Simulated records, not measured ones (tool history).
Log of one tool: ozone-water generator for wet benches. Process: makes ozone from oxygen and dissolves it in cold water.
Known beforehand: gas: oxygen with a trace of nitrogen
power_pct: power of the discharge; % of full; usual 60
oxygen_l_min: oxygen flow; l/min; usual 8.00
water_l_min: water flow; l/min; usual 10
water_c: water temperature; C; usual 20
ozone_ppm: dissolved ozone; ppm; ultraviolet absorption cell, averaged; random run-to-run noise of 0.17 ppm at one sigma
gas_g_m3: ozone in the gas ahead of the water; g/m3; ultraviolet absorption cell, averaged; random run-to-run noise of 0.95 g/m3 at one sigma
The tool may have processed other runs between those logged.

run	hour	power_pct	oxygen_l_min	water_l_min	water_c	ozone_ppm	gas_g_m3
1	0.0	60	8.00	10	20	21.8	160.9
2	42.8	96	8.00	10	20	29.5	216.9
3	73.5	60	5.09	10	20	22.4	188.4
4	102.0	60	5.09	10	20	22.4	186.4
5	129.4	60	5.09	15	20	16.0	184.9
6	169.5	60	5.09	15	20	15.9	189.2
7	213.1	60	5.09	15	20	15.7	188.6
8	247.4	60	5.09	15	20	15.7	189.0
9	290.3	60	5.09	15	20	15.8	186.5
10	335.8	60	5.09	15	20	15.6	188.5
11	367.1	54	8.00	10	20	20.1	149.0
12	410.6	60	8.00	11	20	20.2	159.2
13	459.5	60	8.00	11	20	20.3	158.2
# hour 467.8: contactor cleaned
14	485.4	60	8.00	10	20	20.8	157.5
15	539.5	60	8.00	10	20	20.9	160.1
16	579.6	60	8.00	10	20	20.9	157.7
17	628.4	60	11.47	10	20	19.8	140.0
# hour 641.6: contactor cleaned, once more
18	681.7	60	11.18	6	20	27.8	140.9
19	703.9	52	7.43	10	20	20.8	150.0
20	747.9	49	6.56	10	20	19.8	150.7
21	788.2	49	9.09	10	25	17.0	132.4
22	832.4	49	9.09	10	25	17.2	131.5
23	864.7	60	8.00	10	14	25.1	159.6
24	894.7	60	8.00	10	14	25.4	158.0
25	935.2	48	8.00	7	20	23.7	136.4
26	966.5	47	9.65	7	20	22.6	127.7
27	1006.5	85	5.67	10	23	26.1	222.2
28	1049.2	85	5.67	10	23	26.3	221.6
29	1086.3	85	5.67	10	23	26.1	221.0
30	1108.4	77	8.00	15	20	19.6	183.2
31	1150.0	77	8.00	15	20	19.5	183.7
32	1200.0	77	8.00	15	20	19.1	185.6

Results per run with the tool's hidden condition removed, run-to-run variation unchanged:
Unlogged tool condition in this case: yield of the discharge, % of new electrodes'; contactor's efficiency, % of a clean one's; true water temperature over the reading, C; drift of the gauge itself on ozone_ppm, %; drift of the gauge itself on gas_g_m3, %.
run	ozone_ppm	gas_g_m3
1	22.9	161.9
2	31.0	219.0
3	23.6	189.8
4	23.5	187.9
5	16.9	186.5
6	16.9	191.0
7	16.7	190.5
8	16.7	191.1
9	16.8	188.6
10	16.7	190.8
11	21.2	150.8
12	21.4	161.3
13	21.6	160.5
14	22.8	159.9
15	23.0	162.6
16	23.0	160.4
17	21.8	142.4
18	28.6	143.5
19	21.4	152.5
20	20.3	153.2
21	17.5	134.8
22	17.7	133.9
23	25.9	163.1
24	26.2	161.6
25	24.4	139.0
26	23.3	130.2
27	27.3	228.9
28	27.5	228.5
29	27.3	228.1
30	20.5	188.8
31	20.4	189.6
32	20.0	191.6
